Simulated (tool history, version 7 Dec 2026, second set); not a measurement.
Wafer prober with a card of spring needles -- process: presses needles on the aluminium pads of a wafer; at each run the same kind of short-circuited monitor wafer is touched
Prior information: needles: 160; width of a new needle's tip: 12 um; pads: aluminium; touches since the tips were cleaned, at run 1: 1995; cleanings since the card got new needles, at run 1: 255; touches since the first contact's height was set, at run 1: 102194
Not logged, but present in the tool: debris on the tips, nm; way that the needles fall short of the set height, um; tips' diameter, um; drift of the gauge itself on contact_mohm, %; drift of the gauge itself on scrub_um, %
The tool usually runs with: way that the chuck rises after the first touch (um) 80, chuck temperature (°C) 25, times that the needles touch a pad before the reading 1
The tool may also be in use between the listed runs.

run    hour  way that the chuck rises after the first touch (um)  chuck temperature (°C)  times that the needles touch a pad before the reading  touches since the tips were cleaned  cleanings since the card got new needles  touches since the first contact's height was set  resistance of one needle with its contact and lead (mohm)  way that a needle slides on the pad (um)
  1       0                                                   80                      25                                                      1                                 1995                                       255                                            102194                                                        181                                     16.85
        8.4  -- tips cleaned on abrasive film
       19.5  -- tips cleaned on abrasive film
       30.6  -- tips cleaned on abrasive film
       41.7  -- tips cleaned on abrasive film
       52.8  -- tips cleaned on abrasive film
       63.9  -- tips cleaned on abrasive film
         75  -- tips cleaned on abrasive film
       86.1  -- tips cleaned on abrasive film
  2    88.7                                                   70                      25                                                      1                                 1577                                       263                                            155541                                                        186                                     14.58
       99.8  -- tips cleaned on abrasive film
      110.9  -- tips cleaned on abrasive film
        122  -- tips cleaned on abrasive film
      135.9  -- tips cleaned on abrasive film
        147  -- tips cleaned on abrasive film
      160.8  -- tips cleaned on abrasive film
      171.9  -- tips cleaned on abrasive film
      184.5  -- tips cleaned on abrasive film
  3   184.5                                                   70                      25                                                      1                                    0                                       271                                            213217                                                        169                                     14.17
      198.4  -- tips cleaned on abrasive film
      212.2  -- tips cleaned on abrasive film
      223.3  -- tips cleaned on abrasive film
  4   231.5                                                   70                      25                                                      1                                 4954                                       274                                            241549                                                        208                                     14.17
      237.1  -- tips cleaned on abrasive film
      245.6  -- height of the first contact set anew
      248.5  -- tips cleaned on abrasive film
      259.6  -- tips cleaned on abrasive film
      270.7  -- tips cleaned on abrasive film
      281.8  -- tips cleaned on abrasive film
      295.7  -- tips cleaned on abrasive film
      306.8  -- tips cleaned on abrasive film
      320.6  -- tips cleaned on abrasive film
      331.7  -- tips cleaned on abrasive film
  5   335.6                                                   70                      25                                                      1                                 2350                                       283                                             54119                                                        188                                      14.5
      343.9  -- tips cleaned on abrasive film
      355.1  -- tips cleaned on abrasive film
      366.2  -- tips cleaned on abrasive film
        380  -- tips cleaned on abrasive film
      391.1  -- tips cleaned on abrasive film
        405  -- tips cleaned on abrasive film
      416.1  -- tips cleaned on abrasive film
  6   426.7                                                   70                      25                                                      1                                 6429                                       290                                            108979                                                        211                                     14.57
      429.5  -- tips cleaned on abrasive film
      440.6  -- tips cleaned on abrasive film
      451.7  -- tips cleaned on abrasive film
      465.6  -- tips cleaned on abrasive film
      476.7  -- tips cleaned on abrasive film
      487.8  -- tips cleaned on abrasive film
      498.9  -- tips cleaned on abrasive film
        510  -- tips cleaned on abrasive film
      521.1  -- tips cleaned on abrasive film
  7     523                                                   80                      25                                                      1                                 1151                                       299                                            166909                                                        181                                      16.5
      534.1  -- tips cleaned on abrasive film
      545.2  -- tips cleaned on abrasive film
      559.1  -- tips cleaned on abrasive film
      572.9  -- tips cleaned on abrasive film
  8   577.7                                                   80                      25                                                      1                                 2902                                       303                                            199871                                                        186                                     16.41
      586.1  -- tips cleaned on abrasive film
      599.9  -- tips cleaned on abrasive film
        611  -- tips cleaned on abrasive film
      622.1  -- tips cleaned on abrasive film
      633.2  -- tips cleaned on abrasive film
      644.3  -- tips cleaned on abrasive film
  9     652                                                   80                      25                                                      1                                 4640                                       309                                            244591                                                        198                                     16.22
      657.6  -- tips cleaned on abrasive film
      663.4  -- height of the first contact set anew
      671.7  -- tips cleaned on abrasive film
      685.6  -- tips cleaned on abrasive film
      699.5  -- tips cleaned on abrasive film
      710.6  -- tips cleaned on abrasive film
      721.7  -- tips cleaned on abrasive film
      732.8  -- tips cleaned on abrasive film
 10   733.2                                                   80                      25                                                      1                                  266                                       316                                             42016                                                        172                                     16.82
      744.3  -- tips cleaned on abrasive film
      758.2  -- tips cleaned on abrasive film
      769.3  -- tips cleaned on abrasive film
        781  -- tips cleaned on abrasive film
 11     781                                                   80                      25                                                      1                                    0                                       320                                             70757                                                        171                                     16.87
      794.8  -- tips cleaned on abrasive film
      808.7  -- tips cleaned on abrasive film
      819.8  -- tips cleaned on abrasive film
      830.9  -- tips cleaned on abrasive film
      844.7  -- tips cleaned on abrasive film
      855.8  -- tips cleaned on abrasive film
 12     862                                                   60                      35                                                      2                                 3735                                       326                                            119581                                                        195                                     12.44
      867.6  -- tips cleaned on abrasive film
      878.7  -- tips cleaned on abrasive film
      889.8  -- tips cleaned on abrasive film
      903.7  -- tips cleaned on abrasive film
      914.8  -- tips cleaned on abrasive film
      925.9  -- tips cleaned on abrasive film
        937  -- tips cleaned on abrasive film
      950.8  -- tips cleaned on abrasive film
      961.9  -- tips cleaned on abrasive film
 13   965.6                                                   71                      35                                                      2                                 2216                                       335                                            181915                                                        187                                      14.6
      973.9  -- tips cleaned on abrasive film
        985  -- tips cleaned on abrasive film
      998.9  -- tips cleaned on abrasive film
     1012.7  -- tips cleaned on abrasive film
     1023.9  -- tips cleaned on abrasive film
       1035  -- tips cleaned on abrasive film
 14  1045.1                                                   80                      27                                                      2                                 6151                                       341                                            229816                                                        193                                     16.39
     1047.9  -- tips cleaned on abrasive film
     1061.8  -- tips cleaned on abrasive film
     1072.9  -- tips cleaned on abrasive film
     1078.7  -- height of the first contact set anew
     1087.1  -- tips cleaned on abrasive film
     1098.2  -- tips cleaned on abrasive film
 15  1106.9                                                   61                      27                                                      2                                 5315                                       346                                             17005                                                        200                                     12.97
     1109.8  -- tips cleaned on abrasive film
     1123.6  -- tips cleaned on abrasive film
     1134.7  -- tips cleaned on abrasive film
     1148.6  -- tips cleaned on abrasive film
 16  1150.7                                                   80                      63                                                      1                                 1298                                       350                                             43351                                                        188                                     16.79
     1161.8  -- tips cleaned on abrasive film
     1172.9  -- tips cleaned on abrasive film
     1186.8  -- tips cleaned on abrasive film
     1197.9  -- tips cleaned on abrasive film
       1209  -- tips cleaned on abrasive film
     1220.1  -- tips cleaned on abrasive film
 17  1230.1                                                   80                      63                                                      1                                 6040                                       356                                             91141                                                        209                                     16.75
     1232.9  -- tips cleaned on abrasive film
       1244  -- tips cleaned on abrasive film
     1257.9  -- tips cleaned on abrasive film
     1271.7  -- tips cleaned on abrasive film
 18  1278.2                                                   80                      37                                                      1                                 3927                                       360                                            120119                                                        200                                     16.66
     1283.8  -- tips cleaned on abrasive film
     1294.9  -- tips cleaned on abrasive film
       1306  -- tips cleaned on abrasive film
     1317.1  -- tips cleaned on abrasive film
 19  1323.6                                                   60                      25                                                      1                                 3957                                       364                                            147456                                                        221                                     12.28
     1329.2  -- tips cleaned on abrasive film
     1340.3  -- tips cleaned on abrasive film
     1351.4  -- tips cleaned on abrasive film
     1362.5  -- tips cleaned on abrasive film
     1376.4  -- tips cleaned on abrasive film
     1390.3  -- tips cleaned on abrasive film
     1402.2  -- tips cleaned on abrasive film
 20  1402.2                                                   60                      25                                                      1                                    0                                       371                                            194732                                                        176                                     12.15
     1416.1  -- tips cleaned on abrasive film
     1427.2  -- tips cleaned on abrasive film
     1438.3  -- tips cleaned on abrasive film
     1452.1  -- tips cleaned on abrasive film
     1463.2  -- tips cleaned on abrasive film
     1474.3  -- tips cleaned on abrasive film
     1485.4  -- tips cleaned on abrasive film
       1494  -- height of the first contact set anew
     1496.9  -- tips cleaned on abrasive film
 21  1497.5                                                   60                      25                                                      1                                  369                                       379                                              2039                                                        182                                     12.64
     1508.6  -- tips cleaned on abrasive film
     1519.7  -- tips cleaned on abrasive film
     1530.8  -- tips cleaned on abrasive film
     1544.6  -- tips cleaned on abrasive film
     1555.7  -- tips cleaned on abrasive film
     1569.6  -- tips cleaned on abrasive film
     1580.7  -- tips cleaned on abrasive film
     1591.8  -- tips cleaned on abrasive film
 22  1594.7                                                   66                      44                                                      3                                 1753                                       387                                             60572                                                        183                                     13.84

Forecast each of these 3 alternatives for the next run:
     1603.1  -- tips cleaned on abrasive film
     1614.2  -- tips cleaned on abrasive film
       1628  -- tips cleaned on abrasive film
     1641.9  -- tips cleaned on abrasive film
  A  1644.3                                                   86                      81                                                      3                                 1486                                       391                                             90459                                                          ?                                         ?
     1603.1  -- tips cleaned on abrasive film
     1614.2  -- tips cleaned on abrasive film
       1628  -- tips cleaned on abrasive film
     1641.9  -- tips cleaned on abrasive film
  B  1644.3                                                   73                      41                                                      2                                 1486                                       391                                             90459                                                          ?                                         ?
     1603.1  -- tips cleaned on abrasive film
     1614.2  -- tips cleaned on abrasive film
       1628  -- tips cleaned on abrasive film
     1641.9  -- tips cleaned on abrasive film
  C  1644.3                                                   62                      56                                                      1                                 1486                                       391                                             90459                                                          ?                                         ?

run  resistance of one needle with its contact and lead (mohm)  way that a needle slides on the pad (um)
  A                                                        186                                      17.9
  B                                                        185                                      15.2
  C                                                        200                                     12.88
With the hidden condition removed and each run's random variation left untouched, the same runs would have given:
run  resistance of one needle with its contact and lead (mohm)  way that a needle slides on the pad (um)
  A                                                        180                                     18.22
  B                                                        171                                     15.52
  C                                                        171                                     13.19

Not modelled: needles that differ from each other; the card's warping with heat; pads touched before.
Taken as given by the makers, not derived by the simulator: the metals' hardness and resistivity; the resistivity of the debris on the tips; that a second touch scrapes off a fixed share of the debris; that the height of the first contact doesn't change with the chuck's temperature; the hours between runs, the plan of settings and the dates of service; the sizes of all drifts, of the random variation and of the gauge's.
